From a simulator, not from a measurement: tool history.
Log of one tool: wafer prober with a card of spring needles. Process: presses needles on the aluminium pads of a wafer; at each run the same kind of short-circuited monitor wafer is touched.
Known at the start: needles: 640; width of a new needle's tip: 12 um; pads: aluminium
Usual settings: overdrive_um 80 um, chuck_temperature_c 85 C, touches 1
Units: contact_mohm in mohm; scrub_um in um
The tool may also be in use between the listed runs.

run     day  overdrive_um  chuck_temperature_c  touches  contact_mohm  scrub_um
  1       0            80                   85        1           206     16.66
      0.179  -- tips cleaned on abrasive film
      0.529  -- tips cleaned on abrasive film
      0.967  -- tips cleaned on abrasive film
      1.317  -- tips cleaned on abrasive film
      1.671  -- tips cleaned on abrasive film
      2.108  -- tips cleaned on abrasive film
  2   2.296            80                   85        1           202     16.56
      2.471  -- tips cleaned on abrasive film
      2.908  -- tips cleaned on abrasive film
      3.262  -- tips cleaned on abrasive film
      3.612  -- tips cleaned on abrasive film
      3.971  -- height of the first contact set anew
      4.062  -- tips cleaned on abrasive film
        4.5  -- tips cleaned on abrasive film
  3   4.529            80                   85        1           192     16.83
      4.883  -- tips cleaned on abrasive film
      5.321  -- tips cleaned on abrasive film
      5.758  -- tips cleaned on abrasive film
  4   5.904            96                   85        1           199     20.11
      6.171  -- tips cleaned on abrasive film
      6.521  -- tips cleaned on abrasive film
      6.958  -- tips cleaned on abrasive film
      7.396  -- tips cleaned on abrasive film
  5   7.458            96                   85        1           189     20.09
      7.808  -- tips cleaned on abrasive film
      8.158  -- tips cleaned on abrasive film
      8.508  -- tips cleaned on abrasive film
      8.862  -- tips cleaned on abrasive film
        9.3  -- tips cleaned on abrasive film
      9.738  -- tips cleaned on abrasive film
  6   9.804            96                   85        1           190     19.96
     10.154  -- tips cleaned on abrasive film
     10.504  -- tips cleaned on abrasive film
     10.854  -- tips cleaned on abrasive film
  7  10.988            96                   85        1           196     19.89
     11.254  -- tips cleaned on abrasive film
     11.604  -- tips cleaned on abrasive film
     12.042  -- tips cleaned on abrasive film
     12.392  -- tips cleaned on abrasive film
     12.746  -- tips cleaned on abrasive film
  8  13.004            96                   85        1           207      19.9
     13.096  -- tips cleaned on abrasive film
     13.196  -- height of the first contact set anew
     13.546  -- tips cleaned on abrasive film
     13.983  -- tips cleaned on abrasive film
     14.421  -- tips cleaned on abrasive film
  9  14.546            96                   85        1           195     20.17
     14.812  -- tips cleaned on abrasive film
     15.162  -- tips cleaned on abrasive film
     15.512  -- tips cleaned on abrasive film
     15.867  -- tips cleaned on abrasive film
     16.217  -- tips cleaned on abrasive film
     16.567  -- tips cleaned on abrasive film
 10  16.642            96                   95        1           198      20.1
     16.992  -- tips cleaned on abrasive film
     17.346  -- tips cleaned on abrasive film
     17.696  -- tips cleaned on abrasive film
     18.046  -- tips cleaned on abrasive film
     18.396  -- tips cleaned on abrasive film
     18.833  -- tips cleaned on abrasive film
 11  18.867            96                   95        1           192     19.98
     19.217  -- tips cleaned on abrasive film
     19.567  -- tips cleaned on abrasive film
     19.921  -- tips cleaned on abrasive film
     20.271  -- tips cleaned on abrasive film
     20.708  -- tips cleaned on abrasive film
     21.058  -- tips cleaned on abrasive film
     21.412  -- tips cleaned on abrasive film
 12    21.6            96                   95        1           202     19.88
     21.775  -- tips cleaned on abrasive film
     22.125  -- tips cleaned on abrasive film
     22.479  -- tips cleaned on abrasive film
     22.492  -- height of the first contact set anew
     22.842  -- tips cleaned on abrasive film
     23.192  -- tips cleaned on abrasive film
     23.629  -- tips cleaned on abrasive film
     24.067  -- tips cleaned on abrasive film
 13  24.196            71                  103        1           216     14.88
     24.458  -- tips cleaned on abrasive film
     24.812  -- tips cleaned on abrasive film
      25.25  -- tips cleaned on abrasive film
     25.688  -- tips cleaned on abrasive film
     26.125  -- tips cleaned on abrasive film
 14  26.292            71                  103        1           218     14.79
     26.558  -- tips cleaned on abrasive film
     26.908  -- tips cleaned on abrasive film
     27.258  -- tips cleaned on abrasive film
     27.612  -- tips cleaned on abrasive film
     27.962  -- tips cleaned on abrasive film
     28.312  -- tips cleaned on abrasive film
 15  28.412            80                   50        1           196     16.59
     28.679  -- tips cleaned on abrasive film
     29.029  -- tips cleaned on abrasive film
     29.379  -- tips cleaned on abrasive film
     29.729  -- tips cleaned on abrasive film
     30.167  -- tips cleaned on abrasive film
     30.608  -- tips cleaned on abrasive film
 16  30.808            80                   85        1           215     16.51
     30.988  -- tips cleaned on abrasive film
     31.338  -- tips cleaned on abrasive film
     31.692  -- tips cleaned on abrasive film
     31.788  -- height of the first contact set anew
     32.054  -- tips cleaned on abrasive film
     32.404  -- tips cleaned on abrasive film
 17  32.458            80                   27        2           178     16.79
     32.808  -- tips cleaned on abrasive film
     33.158  -- tips cleaned on abrasive film
     33.512  -- tips cleaned on abrasive film
 18  33.846            63                  118        1           249     13.18
     33.938  -- tips cleaned on abrasive film
     34.288  -- tips cleaned on abrasive film
     34.642  -- tips cleaned on abrasive film
     34.992  -- tips cleaned on abrasive film
     35.342  -- tips cleaned on abrasive film
     35.696  -- tips cleaned on abrasive film
 19  35.983            63                  118        1           243     13.09
     36.075  -- tips cleaned on abrasive film
     36.425  -- tips cleaned on abrasive film
     36.862  -- tips cleaned on abrasive film
       37.3  -- tips cleaned on abrasive film
      37.65  -- tips cleaned on abrasive film
     38.004  -- tips cleaned on abrasive film
 20  38.258            80                   85        1           219     16.59
     38.433  -- tips cleaned on abrasive film
     38.788  -- tips cleaned on abrasive film
     39.138  -- tips cleaned on abrasive film
     39.488  -- tips cleaned on abrasive film
     39.925  -- tips cleaned on abrasive film
 21  40.021            61                   60        1           214     12.51
     40.288  -- tips cleaned on abrasive film
     40.638  -- tips cleaned on abrasive film
     41.075  -- tips cleaned on abrasive film
     41.088  -- height of the first contact set anew
     41.525  -- tips cleaned on abrasive film
     41.879  -- tips cleaned on abrasive film
 22  42.212            87                   60        1           209     18.29
     42.304  -- tips cleaned on abrasive film
     42.654  -- tips cleaned on abrasive film
     43.004  -- tips cleaned on abrasive film
     43.446  -- tips cleaned on abrasive film
     43.883  -- tips cleaned on abrasive film
     44.233  -- tips cleaned on abrasive film
 23  44.521            87                   60        1           216     18.17
     44.608  -- tips cleaned on abrasive film
     44.962  -- tips cleaned on abrasive film
     45.312  -- tips cleaned on abrasive film
     45.662  -- tips cleaned on abrasive film
       46.1  -- tips cleaned on abrasive film
 24  46.238            87                   60        1           204     18.07

4 ways to go on from here, each from the tool as it stands after run 24. What would each give?
     46.504  -- tips cleaned on abrasive film
     46.942  -- tips cleaned on abrasive film
     47.379  -- tips cleaned on abrasive film
  A  47.679            91                   52        1             ?         ?
     46.504  -- tips cleaned on abrasive film
     46.942  -- tips cleaned on abrasive film
     47.379  -- tips cleaned on abrasive film
  B  47.679            83                   85        1             ?         ?
     46.504  -- tips cleaned on abrasive film
     46.942  -- tips cleaned on abrasive film
     47.379  -- tips cleaned on abrasive film
  C  47.679            79                   67        3             ?         ?
     46.504  -- tips cleaned on abrasive film
     46.942  -- tips cleaned on abrasive film
     47.379  -- tips cleaned on abrasive film
  D  47.679            98                   58        1             ?         ?

run  contact_mohm  scrub_um
  A           213     18.95
  B           222     17.24
  C           196     16.35
  D           205     20.35
Without the tool's hidden state the same runs would have given:
run  contact_mohm  scrub_um
  A           178     19.19
  B           183     17.48
  C           179     16.59
  D           175     20.59

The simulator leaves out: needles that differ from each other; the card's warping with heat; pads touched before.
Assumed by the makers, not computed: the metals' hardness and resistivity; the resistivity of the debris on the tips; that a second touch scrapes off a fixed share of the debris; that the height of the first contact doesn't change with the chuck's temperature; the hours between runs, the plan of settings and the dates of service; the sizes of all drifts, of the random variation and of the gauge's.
